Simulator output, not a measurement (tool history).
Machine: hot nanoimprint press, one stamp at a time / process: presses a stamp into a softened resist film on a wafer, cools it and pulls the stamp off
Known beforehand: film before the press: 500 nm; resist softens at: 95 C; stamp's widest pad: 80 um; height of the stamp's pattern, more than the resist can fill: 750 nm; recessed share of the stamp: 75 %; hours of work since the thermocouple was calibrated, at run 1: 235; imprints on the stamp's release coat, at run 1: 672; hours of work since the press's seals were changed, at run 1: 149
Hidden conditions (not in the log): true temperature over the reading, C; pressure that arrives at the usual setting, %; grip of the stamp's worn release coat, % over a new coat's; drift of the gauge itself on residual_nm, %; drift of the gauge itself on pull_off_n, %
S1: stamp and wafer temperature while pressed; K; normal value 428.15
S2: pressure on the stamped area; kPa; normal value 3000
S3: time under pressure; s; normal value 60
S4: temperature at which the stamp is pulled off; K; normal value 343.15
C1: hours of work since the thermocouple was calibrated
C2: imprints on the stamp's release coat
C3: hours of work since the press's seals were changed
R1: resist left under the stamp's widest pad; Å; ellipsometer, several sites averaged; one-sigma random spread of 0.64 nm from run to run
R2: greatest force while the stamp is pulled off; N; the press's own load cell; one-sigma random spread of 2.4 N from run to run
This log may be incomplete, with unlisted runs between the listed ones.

run,hour,S1,S2,S3,S4,C1,C2,C3,R1,R2
1,0,428.15,3000,60,343.15,235,672,149,2258,165
2,30,423.15,3000,60,343.15,255,763,169,2681,165
# hour 58.1: stamp cleaned and given a new release coat
3,83.9,423.15,3000,60,343.15,287,78,201,2684,169
4,125.1,431.15,3000,60,343.15,314,203,229,2029,164
5,161,428.15,3000,60,334.15,338,311,253,2248,195
6,207.4,428.15,3000,60,334.15,369,452,284,2255,196
7,240.5,428.15,3000,60,347.15,392,551,306,2243,150
8,275.3,428.15,3000,60,347.15,415,656,329,2242,156
9,302,428.15,3000,60,347.15,433,737,347,2248,152
# hour 339.2: stamp cleaned and given a new release coat
10,340.5,428.15,3000,60,343.15,455,4,369,2236,164
11,388.7,428.15,3000,60,343.15,487,150,402,2234,164
# hour 399.5: plate thermocouple calibrated
12,434.4,428.15,3000,60,343.15,23,279,430,2250,168
13,463.4,428.15,3000,60,343.15,43,366,449,2244,166
14,498.2,428.15,3000,60,343.15,66,472,473,2248,164
15,527.4,428.15,3000,60,343.15,86,560,492,2241,168
16,571,425.15,3810,53,337.15,115,692,522,2314,184
# hour 582.7: press's hydraulic seals changed and the load cell set to zero
17,614.3,433.15,4610,60,344.15,139,798,21,1496,164
# hour 630: stamp cleaned and given a new release coat
18,662.2,433.15,3020,39,336.15,167,98,49,2190,193
19,709.1,433.15,3020,39,336.15,198,239,81,2204,195
20,731.2,428.15,4270,60,329.15,213,306,95,1866,222
21,755.6,436.15,2900,67,334.15,229,380,112,1654,196
22,797.8,428.15,3000,60,340.15,257,507,140,2235,175
23,835.3,428.15,3000,60,340.15,283,621,165,2237,180
24,868.8,428.15,3000,60,340.15,305,722,188,2228,174
25,894.1,428.15,3000,60,340.15,322,798,205,2220,177
# hour 912.9: stamp cleaned and given a new release coat
# hour 920.9: gauge calibrated
26,923.1,421.15,3000,60,339.15,337,30,220,2869,180
27,968.8,432.15,3390,60,339.15,368,169,251,1844,179
28,999.8,432.15,4150,43,338.15,389,262,271,1878,191
29,1042.9,432.15,3020,53,338.15,418,392,300,2049,187

Measured result minus the same run's result without the hidden state. Both carry the same run-to-run variation, though not necessarily the same gauge scatter:
run,R1
1,-1
2,-3
3,-5
4,-6
5,-8
6,-10
7,-11
8,-12
9,-13
10,-14
11,-16
12,-14
13,-16
14,-17
15,-19
16,-21
17,-15
18,-23
19,-25
20,-23
21,-21
22,-29
23,-31
24,-32
25,-33
26,-2
27,-4
28,-4
29,-6
R2 without the hidden state stays within 1 N of what was measured, in all runs.

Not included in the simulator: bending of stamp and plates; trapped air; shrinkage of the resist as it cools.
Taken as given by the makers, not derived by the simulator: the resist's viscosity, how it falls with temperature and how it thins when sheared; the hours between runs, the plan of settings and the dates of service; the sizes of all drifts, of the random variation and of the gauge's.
